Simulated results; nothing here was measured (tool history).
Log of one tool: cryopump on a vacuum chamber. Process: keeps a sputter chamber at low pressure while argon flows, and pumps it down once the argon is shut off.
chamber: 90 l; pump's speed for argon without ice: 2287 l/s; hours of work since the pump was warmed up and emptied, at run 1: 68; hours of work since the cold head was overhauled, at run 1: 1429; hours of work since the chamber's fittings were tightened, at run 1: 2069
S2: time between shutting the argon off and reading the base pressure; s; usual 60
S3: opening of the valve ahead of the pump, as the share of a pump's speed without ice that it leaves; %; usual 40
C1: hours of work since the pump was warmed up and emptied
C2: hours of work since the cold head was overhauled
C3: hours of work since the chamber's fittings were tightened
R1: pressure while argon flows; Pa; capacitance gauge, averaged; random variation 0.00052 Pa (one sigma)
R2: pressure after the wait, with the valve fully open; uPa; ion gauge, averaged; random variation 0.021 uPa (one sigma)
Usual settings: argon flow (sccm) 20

Run 1, hour 0: usual settings; C1 68; C2 1429; C3 2069. Result: R1 0.0386 Pa, R2 1.26 uPa.
Run 2, hour 86: usual settings; C1 145; C2 1506; C3 2146. Result: R1 0.0392 Pa, R2 1.39 uPa.
Run 3, hour 142.3: usual settings but S2 88 s; C1 196; C2 1556; C3 2196. Result: R1 0.0404 Pa, R2 1.37 uPa.
Run 4, hour 213.4: usual settings but S2 88 s, S3 55 %; C1 259; C2 1620; C3 2260. Result: R1 0.032 Pa, R2 1.52 uPa.
Run 5, hour 264.8: usual settings but S2 88 s, S3 55 %; C1 306; C2 1666; C3 2306. Result: R1 0.0319 Pa, R2 1.63 uPa.
Run 6, hour 356.7: usual settings but S2 88 s, S3 55 %; C1 388; C2 1749; C3 2389. Result: R1 0.033 Pa, R2 1.72 uPa.
At hour 375.8: pump warmed up, emptied and cooled again.
Run 7, hour 405.7: usual settings but S2 88 s, S3 55 %; C1 27; C2 1788; C3 2428. Result: R1 0.0274 Pa, R2 1.31 uPa.
Run 8, hour 461.8: usual settings but S2 88 s, S3 55 %; C1 77; C2 1839; C3 2478. Result: R1 0.0278 Pa, R2 1.39 uPa.
Run 9, hour 501.4: usual settings but S2 88 s, S3 55 %; C1 113; C2 1874; C3 2514. Result: R1 0.0282 Pa, R2 1.41 uPa.
Run 10, hour 561.2: usual settings; C1 166; C2 1928; C3 2568. Result: R1 0.0409 Pa, R2 1.61 uPa.
Run 11, hour 613: usual settings but S2 119 s; C1 213; C2 1974; C3 2614. Result: R1 0.0407 Pa, R2 1.56 uPa.
Run 12, hour 660.7: usual settings but S2 119 s; C1 256; C2 2017; C3 2657. Result: R1 0.0402 Pa, R2 1.59 uPa.
Run 13, hour 743.6: usual settings but argon flow (sccm) 38, S2 233 s, S3 24 %; C1 330; C2 2092; C3 2731. Result: R1 0.1261 Pa, R2 1.71 uPa.
At hour 822.8: leaking fittings of the chamber tightened, without venting.
At hour 834.5: pump warmed up, emptied and cooled again.
Run 14, hour 842.6: usual settings but argon flow (sccm) 33, S2 35 s; C1 7; C2 2174; C3 13. Result: R1 0.0629 Pa, R2 0.6 uPa.
Run 15, hour 905: usual settings but argon flow (sccm) 33, S2 35 s, S3 30 %; C1 63; C2 2230; C3 69. Result: R1 0.0826 Pa, R2 0.65 uPa.
Run 16, hour 955.4: usual settings but argon flow (sccm) 33, S2 35 s, S3 30 %; C1 108; C2 2275; C3 114. Result: R1 0.0837 Pa, R2 0.63 uPa.
Run 17, hour 1030.5: usual settings but S2 112 s, S3 18 %; C1 176; C2 2343; C3 182. Result: R1 0.0857 Pa, R2 0.38 uPa.
Run 18, hour 1079.1: usual settings but S2 206 s; C1 220; C2 2386; C3 226. Result: R1 0.0396 Pa, R2 0.39 uPa.
Run 19, hour 1168.1: usual settings but S3 21 %; C1 299; C2 2466; C3 305. Result: R1 0.0745 Pa, R2 0.61 uPa.
Run 20, hour 1245.3: usual settings but argon flow (sccm) 39, S2 51 s, S3 36 %; C1 369; C2 2536; C3 375. Result: R1 0.0911 Pa, R2 0.71 uPa.
At hour 1289.4: pump warmed up, emptied and cooled again.
Run 21, hour 1322.9: usual settings but argon flow (sccm) 39, S2 51 s, S3 36 %; C1 30; C2 2601; C3 440. Result: R1 0.082 Pa, R2 0.68 uPa.
Run 22, hour 1407.3: usual settings but argon flow (sccm) 39, S2 51 s, S3 36 %; C1 106; C2 2677; C3 516. Result: R1 0.0838 Pa, R2 0.73 uPa.
Run 23, hour 1457.6: usual settings but argon flow (sccm) 39, S2 207 s, S3 36 %; C1 151; C2 2722; C3 561. Result: R1 0.0854 Pa, R2 0.47 uPa.
Run 24, hour 1497.8: usual settings but argon flow (sccm) 39, S2 37 s, S3 34 %; C1 187; C2 2758; C3 597. Result: R1 0.0913 Pa, R2 0.9 uPa.

3 ways to go on from here, each from the tool as it stands after run 24. What would each give?
Run A, hour 1553.5: usual settings but argon flow (sccm) 33, S3 53 %; C1 237; C2 2808; C3 647. Result: R1 ?, R2 ?.
Run B, hour 1553.5: usual settings but argon flow (sccm) 39, S2 37 s, S3 34 %; C1 237; C2 2808; C3 647. Result: R1 ?, R2 ?.
Run C, hour 1553.5: usual settings but argon flow (sccm) 27, S2 96 s, S3 34 %; C1 237; C2 2808; C3 647. Result: R1 ?, R2 ?.

run      R1    R2
  A  0.0522  0.76
  B  0.0918  0.94
  C  0.0624  0.73
Without the tool's hidden state the same runs would have given:
run      R1    R2
  A  0.0463  0.38
  B  0.0848  0.56
  C  0.0575  0.35
